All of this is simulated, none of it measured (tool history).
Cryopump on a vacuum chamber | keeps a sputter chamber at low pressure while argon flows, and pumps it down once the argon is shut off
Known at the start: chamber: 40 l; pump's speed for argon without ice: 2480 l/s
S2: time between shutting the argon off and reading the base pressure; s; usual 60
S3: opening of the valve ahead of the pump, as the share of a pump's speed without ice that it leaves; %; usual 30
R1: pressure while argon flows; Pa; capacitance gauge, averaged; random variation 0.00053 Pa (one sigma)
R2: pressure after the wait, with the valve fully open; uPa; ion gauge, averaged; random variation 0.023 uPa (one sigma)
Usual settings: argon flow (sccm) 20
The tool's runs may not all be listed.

Run 1, day 0.000: usual settings. Result: R1 0.0498 Pa, R2 1.88 uPa.
Run 2, day 0.988: usual settings. Result: R1 0.0484 Pa, R2 1.86 uPa.
Run 3, day 2.442: usual settings but S3 16 %. Result: R1 0.0905 Pa, R2 1.91 uPa.
Run 4, day 3.388: usual settings but S3 16 %. Result: R1 0.0893 Pa, R2 1.99 uPa.
Run 5, day 5.133: usual settings but S3 16 %. Result: R1 0.0909 Pa, R2 2.06 uPa.
Run 6, day 6.021: usual settings but S3 16 %. Result: R1 0.0901 Pa, R2 2.07 uPa.
Run 7, day 6.871: usual settings but argon flow (sccm) 27. Result: R1 0.0696 Pa, R2 2.06 uPa.
Run 8, day 7.846: usual settings but argon flow (sccm) 27. Result: R1 0.0700 Pa, R2 2.17 uPa.
Run 9, day 8.683: usual settings but argon flow (sccm) 27. Result: R1 0.0704 Pa, R2 2.15 uPa.
At day 9.825: pump warmed up, emptied and cooled again.
Run 10, day 10.625: usual settings but argon flow (sccm) 16. Result: R1 0.0369 Pa, R2 1.71 uPa.
Run 11, day 11.688: usual settings but S3 16 %. Result: R1 0.0859 Pa, R2 1.75 uPa.
Run 12, day 12.596: usual settings but S3 16 %. Result: R1 0.0867 Pa, R2 1.87 uPa.
Run 13, day 13.529: usual settings but S2 20 s, S3 41 %. Result: R1 0.0344 Pa, R2 3.22 uPa.
Run 14, day 14.708: usual settings but argon flow (sccm) 10, S3 40 %. Result: R1 0.0172 Pa, R2 1.81 uPa.
Run 15, day 16.062: usual settings but argon flow (sccm) 18, S3 58 %. Result: R1 0.0227 Pa, R2 1.92 uPa.
Run 16, day 16.808: usual settings but argon flow (sccm) 21, S2 56 s, S3 48 %. Result: R1 0.0321 Pa, R2 1.97 uPa.
Run 17, day 17.767: usual settings but argon flow (sccm) 21, S2 56 s, S3 48 %. Result: R1 0.0318 Pa, R2 1.97 uPa.
Run 18, day 18.621: usual settings but argon flow (sccm) 21, S2 56 s, S3 48 %. Result: R1 0.0325 Pa, R2 1.98 uPa.
Run 19, day 19.842: usual settings but argon flow (sccm) 21, S2 56 s, S3 48 %. Result: R1 0.0321 Pa, R2 1.96 uPa.
Run 20, day 20.600: usual settings but argon flow (sccm) 21, S2 56 s, S3 48 %. Result: R1 0.0327 Pa, R2 2.05 uPa.
Run 21, day 21.542: usual settings but argon flow (sccm) 21, S2 56 s, S3 48 %. Result: R1 0.0327 Pa, R2 2.06 uPa.
Run 22, day 23.025: usual settings but argon flow (sccm) 9, S2 69 s, S3 20 %. Result: R1 0.0309 Pa, R2 1.94 uPa.
Run 23, day 23.829: usual settings but argon flow (sccm) 9, S2 69 s, S3 20 %. Result: R1 0.0316 Pa, R2 1.96 uPa.
Run 24, day 24.825: usual settings but argon flow (sccm) 9, S2 69 s, S3 20 %. Result: R1 0.0318 Pa, R2 2.07 uPa.

Measured less the same run without the tool's hidden state. The same run-to-run variation is in both; the gauge's scatter may not be:
The hidden state here: pump's speed, % of a pump's without ice; cold plate's temperature, K; leak into the chamber, uPa l/s; drift of the gauge itself on working_pa, %; drift of the gauge itself on base_upa, %.
run       R1     R2
  1  +0.0038  +1.10
  2  +0.0040  +1.13
  3  +0.0044  +1.17
  4  +0.0046  +1.23
  5  +0.0052  +1.29
  6  +0.0055  +1.28
  7  +0.0079  +1.30
  8  +0.0083  +1.38
  9  +0.0088  +1.39
 10  +0.0004  +0.95
 11  +0.0008  +0.98
 12  +0.0009  +1.03
 13  +0.0011  +1.06
 14  +0.0006  +1.04
 15  +0.0014  +1.12
 16  +0.0018  +1.13
 17  +0.0020  +1.14
 18  +0.0022  +1.16
 19  +0.0025  +1.16
 20  +0.0026  +1.21
 21  +0.0028  +1.24
 22  +0.0014  +1.28
 23  +0.0014  +1.29
 24  +0.0016  +1.36

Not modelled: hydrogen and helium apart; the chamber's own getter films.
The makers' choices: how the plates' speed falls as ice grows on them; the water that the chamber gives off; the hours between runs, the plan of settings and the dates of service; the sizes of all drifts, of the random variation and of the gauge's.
